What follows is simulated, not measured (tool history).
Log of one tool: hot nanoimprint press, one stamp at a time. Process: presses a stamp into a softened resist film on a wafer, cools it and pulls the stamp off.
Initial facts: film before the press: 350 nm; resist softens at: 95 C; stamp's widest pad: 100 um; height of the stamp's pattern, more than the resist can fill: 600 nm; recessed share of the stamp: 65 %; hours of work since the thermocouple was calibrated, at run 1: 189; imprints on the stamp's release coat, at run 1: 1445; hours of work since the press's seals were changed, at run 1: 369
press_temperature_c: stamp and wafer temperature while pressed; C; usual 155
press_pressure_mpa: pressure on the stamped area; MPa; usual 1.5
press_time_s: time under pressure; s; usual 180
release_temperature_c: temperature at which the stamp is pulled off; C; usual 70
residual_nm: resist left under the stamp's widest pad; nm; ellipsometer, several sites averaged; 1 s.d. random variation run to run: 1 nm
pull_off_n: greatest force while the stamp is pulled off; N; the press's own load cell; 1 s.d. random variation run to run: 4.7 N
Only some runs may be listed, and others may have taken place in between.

| run | hour | press_temperature_c | press_pressure_mpa | press_time_s | release_temperature_c | hours of work since the thermocouple was calibrated | imprints on the stamp's release coat | hours of work since the press's seals were changed | residual_nm | pull_off_n |
|---|---|---|---|---|---|---|---|---|---|---|
| 1 | 0 | 155 | 1.5 | 180 | 70 | 189 | 1445 | 369 | 163 | 301 |
| 2 | 13.8 | 155 | 1.81 | 180 | 70 | 200 | 1487 | 380 | 148.5 | 302 |
| 3 | 33.2 | 155 | 1.81 | 180 | 70 | 215 | 1545 | 395 | 149.1 | 310 |
| 4 | 45.2 | 155 | 1.81 | 180 | 70 | 224 | 1581 | 404 | 147 | 304 |
|  | 52.8 | stamp cleaned and given a new release coat |
| 5 | 68.4 | 155 | 1.5 | 301 | 70 | 237 | 47 | 417 | 133.3 | 231 |
| 6 | 85.8 | 155 | 1.5 | 301 | 70 | 251 | 99 | 430 | 134 | 229 |
| 7 | 102.4 | 155 | 1.5 | 301 | 70 | 263 | 149 | 443 | 133.7 | 231 |
| 8 | 119.5 | 155 | 1.5 | 301 | 70 | 276 | 201 | 456 | 133.8 | 236 |
| 9 | 132.8 | 155 | 1.5 | 301 | 70 | 287 | 241 | 467 | 133.7 | 242 |
| 10 | 152.1 | 153 | 1.5 | 301 | 78 | 302 | 299 | 481 | 144 | 219 |
| 11 | 162.2 | 153 | 1.5 | 122 | 62 | 309 | 329 | 489 | 196.6 | 263 |
| 12 | 176.2 | 152 | 1.49 | 180 | 68 | 320 | 372 | 500 | 181.7 | 244 |
| 13 | 193.3 | 157 | 1.43 | 101 | 70 | 333 | 423 | 513 | 184 | 243 |

Across each entry between runs, compare the hidden state at the last listed run before it with the hidden state at the first listed run after it:
Run 4 -> run 5: stamp cleaned and given a new release coat (hour 52.8)
  true temperature over the reading, C: 0.91 -> 0.96; pressure that arrives at the usual setting, %: 97.81 -> 97.74; grip of the stamp's worn release coat, % over a new coat's: 33 -> 0.9
  measured value less the no-hidden-state value, residual_nm: -3.6 -> -3.9 nm; pull_off_n: +73 -> -1 N
